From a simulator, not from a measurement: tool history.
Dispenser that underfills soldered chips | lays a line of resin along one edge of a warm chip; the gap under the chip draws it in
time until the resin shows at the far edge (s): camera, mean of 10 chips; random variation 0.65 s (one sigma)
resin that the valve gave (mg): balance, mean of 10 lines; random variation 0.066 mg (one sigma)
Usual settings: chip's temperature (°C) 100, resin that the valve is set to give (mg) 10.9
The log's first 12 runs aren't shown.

run,hour,chip's temperature (°C),resin that the valve is set to give (mg),time until the resin shows at the far edge (s),resin that the valve gave (mg)
13,49.7,100,10.9,71.9,10.63
# hour 50.8: new syringe of resin
14,54,100,10.9,63.2,10.57
15,59.1,100,10.9,71.7,10.51
# hour 60.3: new syringe of resin
16,62.1,100,10.9,59,10.56
17,66.9,100,10.9,67,10.57
# hour 69.7: new syringe of resin
18,69.7,100,10.9,58.1,10.51
19,75,89,13.7,98.3,13.16
20,78.4,110,13.2,49.7,12.55
# hour 79.2: new syringe of resin
21,81.4,93,10.5,79,10
22,85.6,93,10.5,90,9.99
# hour 88.3: new syringe of resin
23,90.1,101,10.5,58.7,10.06
24,93.9,114,11.5,39.6,11
# hour 97.7: new syringe of resin
25,99.1,86,10.2,105.3,9.8
26,103.5,105,10.8,55.5,10.21
27,106.3,105,10.8,61.6,10.13
# hour 106.9: new syringe of resin
28,109.9,105,10.8,52,10.26
29,115.1,100,12.2,72.2,11.53
# hour 116.1: new syringe of resin
30,120.7,88,11.8,103.1,11
# hour 125.4: new syringe of resin
31,125.8,92,11.5,78.4,10.75
32,128.5,114,13,36.2,12.13
33,131.3,114,13,39,12.18
# hour 134.8: new syringe of resin
34,135.4,109,11.1,40.3,10.37
35,140.9,86,14.1,111.7,13.15
# hour 144.1: new syringe of resin
36,145.7,86,14.1,98.4,13.08

Forecast each of these 3 alternatives for the next run:
A,150.8,103,12.1,?,?
B,150.8,87,10.8,?,?
C,150.8,94,12.5,?,?

run,time until the resin shows at the far edge (s),resin that the valve gave (mg)
A,60,11.18
B,113.1,9.96
C,83.9,11.53
Without the tool's hidden state the same runs would have given:
run,time until the resin shows at the far edge (s),resin that the valve gave (mg)
A,51.1,12.12
B,95.8,10.79
C,71.7,12.5
